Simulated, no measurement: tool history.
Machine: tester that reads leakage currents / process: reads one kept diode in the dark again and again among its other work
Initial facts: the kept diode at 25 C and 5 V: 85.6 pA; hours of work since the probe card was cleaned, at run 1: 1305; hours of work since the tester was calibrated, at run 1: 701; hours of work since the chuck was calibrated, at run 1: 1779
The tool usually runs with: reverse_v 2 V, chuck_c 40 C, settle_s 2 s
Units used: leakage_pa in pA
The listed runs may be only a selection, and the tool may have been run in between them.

run,hour,reverse_v,chuck_c,settle_s,hours of work since the probe card was cleaned,hours of work since the tester was calibrated,hours of work since the chuck was calibrated,leakage_pa
1,0,2,40,2,1305,701,1779,182.82
2,36.4,2,40,2,1328,725,1802,182.04
3,59.3,2,40,2,1343,739,1817,181.44
4,101.3,2,41,2,1370,766,1844,197.49
5,149.2,2,40,9.99,1401,797,1875,181.18
6,199.2,2,40,9.99,1433,829,1907,180.7
7,241.9,2,40,9.99,1460,856,1934,180.16
8,269,2,40,9.99,1477,874,1952,180.04
9,305.4,15.07,40,2,1501,897,1975,558.07
10,334.6,15.07,40,0.82,1519,916,1994,561.04
11,381.6,15.07,40,0.82,1550,946,2024,562.24
12,405.8,2,22,2,1565,962,2039,36.27
13,448.4,2,22,2,1592,989,2067,36.05
14,469,2,22,2,1606,1002,2080,36.1
15,516.3,2,41,2,1636,1032,2110,194.54
16,538.9,2,40,2,1651,1047,2125,178.87
17,584,2,40,2,1679,1076,2154,178.49
18,609.9,2,40,2,1696,1092,2170,178.44
19,631.3,18.98,40,2,1710,1106,2184,626.38
20,665.1,18.98,40,2,1731,1128,2206,625.26
21,692.3,18.98,40,2,1749,1145,2223,625.22
22,722.5,9.09,39,3.41,1768,1165,2243,377.01
23,744.6,1.29,49,0.53,1782,1179,2257,297.11
24,782.4,1.29,45,1.01,1807,1203,2281,211.88
25,832.7,2.21,29,0.38,1839,1235,2313,72.46
26,871.3,3.85,54,5.82,1864,1260,2338,802.44
27,905.5,2,36,2,1886,1282,2360,124.2
# hour 909.9: chuck's temperature calibrated
28,938.3,1.46,40,4.98,1905,1302,18,142.97
29,962.2,1.79,40,0.39,1921,1317,34,161.42
30,982.6,1.79,40,0.39,1934,1330,47,160.69
31,1009.4,1.69,20,6.72,1951,1347,64,25.88
32,1030.9,2.4,33,4.03,1965,1361,78,101.47
33,1053.1,11.81,50,6.36,1979,1375,92,1043.72
34,1076.4,2,40,2.66,1994,1390,107,169.02
# hour 1081.2: chuck's temperature calibrated, once more
35,1105.6,2,40,2.66,2011,1408,16,202.68
36,1150.9,2,40,2.66,2041,1437,45,203.27
37,1198.3,2,27,0.31,2071,1467,75,67.22
38,1220.2,2,27,0.31,2085,1481,89,67.02
39,1243.1,2,27,0.31,2100,1496,104,67.11
40,1266.9,2.51,29,2.48,2115,1511,119,88.02
41,1294.8,1.62,28,5.42,2133,1529,137,62.5

Branching from run 41: 3 alternative next runs. What would each branch give?
A,1321.8,1.38,37,5.42,2150,1546,154,?
B,1321.8,12.85,40,0.49,2150,1546,154,?
C,1321.8,9.66,23,4.65,2150,1546,154,?

run,leakage_pa
A,126.78
B,578.42
C,115.45
Without the tool's hidden state the same runs would have given:
run,leakage_pa
A,127.52
B,570.64
C,102.23
